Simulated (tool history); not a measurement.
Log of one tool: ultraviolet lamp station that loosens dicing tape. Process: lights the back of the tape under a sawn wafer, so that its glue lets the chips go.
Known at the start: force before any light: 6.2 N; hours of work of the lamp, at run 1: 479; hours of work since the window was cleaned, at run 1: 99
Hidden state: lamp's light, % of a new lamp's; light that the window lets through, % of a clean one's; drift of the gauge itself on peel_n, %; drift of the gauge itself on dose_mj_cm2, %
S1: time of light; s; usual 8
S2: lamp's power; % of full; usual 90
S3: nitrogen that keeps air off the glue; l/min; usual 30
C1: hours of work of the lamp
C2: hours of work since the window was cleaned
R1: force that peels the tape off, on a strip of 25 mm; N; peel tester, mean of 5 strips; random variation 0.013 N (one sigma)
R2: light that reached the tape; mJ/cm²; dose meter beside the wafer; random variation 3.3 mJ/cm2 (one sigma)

Run 1, day 0: usual settings; C1 479; C2 99. Result: R1 0.799 N, R2 434 mJ/cm².
Run 2, day 0.446: usual settings; C1 486; C2 106. Result: R1 0.855 N, R2 435 mJ/cm².
Run 3, day 1.254: usual settings; C1 499; C2 119. Result: R1 0.871 N, R2 427 mJ/cm².
Run 4, day 1.754: usual settings; C1 507; C2 127. Result: R1 0.862 N, R2 430 mJ/cm².
Run 5, day 2.383: usual settings but S3 25 l/min; C1 517; C2 137. Result: R1 0.955 N, R2 425 mJ/cm².
Run 6, day 3.208: usual settings; C1 530; C2 150. Result: R1 0.924 N, R2 417 mJ/cm².
Run 7, day 3.729: usual settings; C1 539; C2 158. Result: R1 0.878 N, R2 420 mJ/cm².
Run 8, day 4.412: usual settings; C1 550; C2 169. Result: R1 0.888 N, R2 421 mJ/cm².
Run 9, day 4.783: usual settings; C1 556; C2 175. Result: R1 0.946 N, R2 414 mJ/cm².
Run 10, day 5.592: usual settings; C1 568; C2 188. Result: R1 0.928 N, R2 411 mJ/cm².
Run 11, day 6.275: usual settings; C1 579; C2 199. Result: R1 0.902 N, R2 413 mJ/cm².
Run 12, day 7.088: usual settings; C1 592; C2 212. Result: R1 0.939 N, R2 412 mJ/cm².
Run 13, day 7.6: usual settings; C1 601; C2 220. Result: R1 0.945 N, R2 408 mJ/cm².
Run 14, day 8.371: usual settings but S3 26 l/min; C1 613; C2 232. Result: R1 1.001 N, R2 407 mJ/cm².
Run 15, day 9.125: usual settings but S3 11 l/min; C1 625; C2 244. Result: R1 1.406 N, R2 399 mJ/cm².
Run 16, day 9.579: usual settings but S3 11 l/min; C1 632; C2 252. Result: R1 1.385 N, R2 401 mJ/cm².
Run 17, day 10.196: usual settings but S3 11 l/min; C1 642; C2 262. Result: R1 1.407 N, R2 396 mJ/cm².
At day 10.271: window cleaned of glue's vapour.
Run 18, day 10.933: usual settings but S3 17 l/min; C1 653; C2 11. Result: R1 1.258 N, R2 390 mJ/cm².
Run 19, day 11.533: usual settings but S3 17 l/min; C1 663; C2 20. Result: R1 1.205 N, R2 395 mJ/cm².
Run 20, day 12.079: usual settings but S1 4 s, S2 77 % of full, S3 53 l/min; C1 672; C2 29. Result: R1 2.675 N, R2 162 mJ/cm².
Run 21, day 12.621: usual settings but S1 7 s, S3 25 l/min; C1 680; C2 38. Result: R1 1.366 N, R2 336 mJ/cm².
Run 22, day 13.421: usual settings but S1 7 s, S2 65 % of full, S3 21 l/min; C1 693; C2 50. Result: R1 2.161 N, R2 242 mJ/cm².
Run 23, day 14.042: usual settings but S1 7 s, S2 67 % of full, S3 48 l/min; C1 703; C2 60. Result: R1 1.832 N, R2 248 mJ/cm².
At day 14.117: window cleaned of glue's vapour, once more.
Run 24, day 14.562: usual settings but S1 14 s, S2 92 % of full, S3 28 l/min; C1 711; C2 7. Result: R1 0.269 N, R2 723 mJ/cm².
Run 25, day 15.142: usual settings but S1 7 s, S2 84 % of full, S3 22 l/min; C1 720; C2 16. Result: R1 1.445 N, R2 330 mJ/cm².
Run 26, day 15.479: usual settings but S2 87 % of full, S3 47 l/min; C1 726; C2 22. Result: R1 0.913 N, R2 387 mJ/cm².
Run 27, day 15.992: usual settings but S1 14 s, S2 89 % of full; C1 734; C2 30. Result: R1 0.305 N, R2 696 mJ/cm².
Run 28, day 16.704: usual settings but S1 14 s, S2 89 % of full; C1 745; C2 41. Result: R1 0.317 N, R2 694 mJ/cm².
Run 29, day 17.179: usual settings but S1 16 s, S2 82 % of full; C1 753; C2 49. Result: R1 0.273 N, R2 722 mJ/cm².
Run 30, day 17.862: usual settings but S1 9 s, S2 76 % of full, S3 10 l/min; C1 764; C2 60. Result: R1 1.5 N, R2 377 mJ/cm².
Run 31, day 18.296: usual settings but S1 9 s, S2 76 % of full, S3 47 l/min; C1 771; C2 67. Result: R1 0.979 N, R2 370 mJ/cm².
Run 32, day 18.704: usual settings but S1 7 s; C1 777; C2 73. Result: R1 1.298 N, R2 342 mJ/cm².

Forecast run 33:
Run 33, day 19.046: usual settings but S1 7 s; C1 783; C2 79. Result: R1 ?, R2 ?.

R1: 1.287 N
R2: 344 mJ/cm²
Without the tool's hidden state the same run would have given R1 0.781 N, R2 459 mJ/cm².
